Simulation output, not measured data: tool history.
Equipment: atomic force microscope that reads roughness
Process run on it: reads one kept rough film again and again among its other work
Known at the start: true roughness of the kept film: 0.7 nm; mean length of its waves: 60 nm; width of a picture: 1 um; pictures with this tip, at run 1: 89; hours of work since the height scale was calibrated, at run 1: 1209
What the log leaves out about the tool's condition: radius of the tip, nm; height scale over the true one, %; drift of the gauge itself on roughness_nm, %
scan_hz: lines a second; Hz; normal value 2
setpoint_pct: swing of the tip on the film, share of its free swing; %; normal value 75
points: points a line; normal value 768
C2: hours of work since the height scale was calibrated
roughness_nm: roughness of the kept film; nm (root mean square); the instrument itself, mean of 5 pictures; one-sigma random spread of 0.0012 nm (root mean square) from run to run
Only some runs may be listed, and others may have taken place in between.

Run 1, day 0: usual settings; pictures with this tip 89; C2 1209. Result: roughness_nm 0.63 nm (root mean square).
Run 2, day 1.708: usual settings but scan_hz 0.79 Hz; pictures with this tip 141; C2 1238. Result: roughness_nm 0.665 nm (root mean square).
Run 3, day 3.096: usual settings but scan_hz 0.79 Hz; pictures with this tip 184; C2 1261. Result: roughness_nm 0.665 nm (root mean square).
Run 4, day 4.829: usual settings but scan_hz 0.79 Hz; pictures with this tip 236; C2 1290. Result: roughness_nm 0.665 nm (root mean square).
Run 5, day 6.146: usual settings but scan_hz 0.79 Hz; pictures with this tip 277; C2 1312. Result: roughness_nm 0.663 nm (root mean square).
At day 7.825: new tip fitted.
Run 6, day 7.867: usual settings but scan_hz 0.79 Hz; pictures with this tip 2; C2 1341. Result: roughness_nm 0.675 nm (root mean square).
Run 7, day 8.688: usual settings but setpoint_pct 78 %; pictures with this tip 27; C2 1354. Result: roughness_nm 0.623 nm (root mean square).
Run 8, day 10.092: usual settings; pictures with this tip 69; C2 1378. Result: roughness_nm 0.631 nm (root mean square).
Run 9, day 11.688: usual settings; pictures with this tip 118; C2 1405. Result: roughness_nm 0.63 nm (root mean square).
Run 10, day 12.575: usual settings; pictures with this tip 145; C2 1419. Result: roughness_nm 0.631 nm (root mean square).
At day 12.725: height scale calibrated on a step standard.
Run 11, day 13.75: usual settings; pictures with this tip 180; C2 17. Result: roughness_nm 0.631 nm (root mean square).
Run 12, day 15.175: usual settings; pictures with this tip 223; C2 41. Result: roughness_nm 0.627 nm (root mean square).
Run 13, day 16.1: usual settings but scan_hz 2.34 Hz, setpoint_pct 65 %, points 994; pictures with this tip 251; C2 56. Result: roughness_nm 0.647 nm (root mean square).
Run 14, day 17.092: usual settings but setpoint_pct 66 %, points 393; pictures with this tip 282; C2 73. Result: roughness_nm 0.653 nm (root mean square).
Run 15, day 18.383: usual settings but setpoint_pct 66 %, points 393; pictures with this tip 321; C2 95. Result: roughness_nm 0.649 nm (root mean square).
At day 18.608: new tip fitted.
At day 18.817: height scale calibrated on a step standard, once more.
Run 16, day 19.629: usual settings but scan_hz 2.86 Hz, setpoint_pct 82 %, points 285; pictures with this tip 30; C2 14. Result: roughness_nm 0.571 nm (root mean square).
Run 17, day 21.296: usual settings but scan_hz 2.86 Hz, setpoint_pct 87 %, points 542; pictures with this tip 81; C2 41. Result: roughness_nm 0.547 nm (root mean square).
Run 18, day 23.108: usual settings but scan_hz 2.86 Hz, setpoint_pct 87 %, points 542; pictures with this tip 136; C2 72. Result: roughness_nm 0.544 nm (root mean square).
Run 19, day 24.379: usual settings but scan_hz 2.46 Hz, setpoint_pct 67 %, points 892; pictures with this tip 175; C2 93. Result: roughness_nm 0.639 nm (root mean square).
Run 20, day 25.371: usual settings but scan_hz 0.97 Hz, points 264; pictures with this tip 205; C2 110. Result: roughness_nm 0.652 nm (root mean square).
Run 21, day 27.133: usual settings but scan_hz 0.97 Hz, points 844; pictures with this tip 259; C2 139. Result: roughness_nm 0.655 nm (root mean square).
Run 22, day 28.221: usual settings but scan_hz 2.72 Hz, setpoint_pct 59 %, points 269; pictures with this tip 292; C2 157. Result: roughness_nm 0.647 nm (root mean square).
At day 29.454: new tip fitted.
Run 23, day 29.571: usual settings but scan_hz 1.05 Hz, setpoint_pct 68 %, points 269; pictures with this tip 4; C2 180. Result: roughness_nm 0.669 nm (root mean square).
Run 24, day 30.933: usual settings but scan_hz 1.09 Hz, points 572; pictures with this tip 45; C2 202. Result: roughness_nm 0.659 nm (root mean square).

Per-run results on a tool with no hidden state, each run keeping its own random variation:
run  roughness_nm
  1         0.629
  2         0.667
  3         0.668
  4          0.67
  5         0.669
  6         0.671
  7          0.62
  8          0.63
  9         0.631
 10         0.632
 11         0.631
 12         0.629
 13          0.65
 14         0.656
 15         0.654
 16         0.572
 17         0.549
 18         0.548
 19         0.645
 20         0.659
 21         0.664
 22         0.658
 23         0.669
 24          0.66
